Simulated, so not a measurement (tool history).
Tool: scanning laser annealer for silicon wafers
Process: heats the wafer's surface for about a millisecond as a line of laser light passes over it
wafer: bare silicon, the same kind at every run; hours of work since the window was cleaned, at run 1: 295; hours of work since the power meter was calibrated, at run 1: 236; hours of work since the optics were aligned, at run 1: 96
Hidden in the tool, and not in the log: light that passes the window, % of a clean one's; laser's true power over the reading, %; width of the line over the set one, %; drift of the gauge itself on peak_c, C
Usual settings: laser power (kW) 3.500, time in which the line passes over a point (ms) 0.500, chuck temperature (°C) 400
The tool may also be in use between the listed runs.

run,day,laser power (kW),time in which the line passes over a point (ms),chuck temperature (°C),hours of work since the window was cleaned,hours of work since the power meter was calibrated,hours of work since the optics were aligned,highest temperature of the surface (°C)
1,0.000,3.500,0.500,400,295,236,96,1153
2,0.362,3.500,0.500,400,302,243,103,1149
3,0.962,3.500,0.500,400,314,254,115,1151
4,1.567,3.786,0.500,400,325,266,126,1212
5,1.954,3.500,0.500,400,333,273,134,1151
6,2.642,3.500,0.500,400,346,286,147,1150
7,3.246,3.500,0.500,400,358,298,159,1149
8,3.962,3.500,0.500,400,371,312,172,1148
9,4.438,3.500,0.500,400,380,321,181,1150
10,4.867,3.500,0.500,400,388,329,190,1149
11,5.438,3.500,0.500,400,399,340,200,1151
12,5.838,3.500,0.500,400,407,347,208,1149
13,6.158,3.479,0.381,401,413,354,214,1042
14,6.712,3.479,0.381,401,424,364,225,1037
15,7.325,3.544,0.522,367,435,376,236,1140
16,7.792,3.500,0.500,427,444,385,245,1173
17,8.350,3.718,0.500,428,455,395,256,1220
18,8.671,3.500,0.369,400,461,402,262,1026
19,9.342,3.500,0.369,400,474,414,275,1027
20,10.071,3.607,0.409,365,488,428,289,1051
21,10.488,3.607,0.409,365,496,436,297,1051
22,10.896,3.141,0.515,382,504,444,305,1068
23,11.446,3.409,0.590,414,514,455,315,1209

Hidden state or all else? Some run-to-run changes of highest temperature of the surface (°C), split into what the settings, what came in and random variation would give without the hidden state, and what is left for the hidden state (with any gauge scatter that isn't in both results):
Run 14 -> 15: laser power (kW) 3.479 -> 3.544, time in which the line passes over a point (ms) 0.381 -> 0.522, chuck temperature (°C) 401 -> 367. highest temperature of the surface (°C) +103: hidden state -3, all else +106.
Run 17 -> 18: laser power (kW) 3.718 -> 3.500, time in which the line passes over a point (ms) 0.500 -> 0.369, chuck temperature (°C) 428 -> 400. highest temperature of the surface (°C) -194: hidden state +1, all else -195.
Run 22 -> 23: laser power (kW) 3.141 -> 3.409, time in which the line passes over a point (ms) 0.515 -> 0.590, chuck temperature (°C) 382 -> 414. highest temperature of the surface (°C) +141: hidden state -3, all else +144.
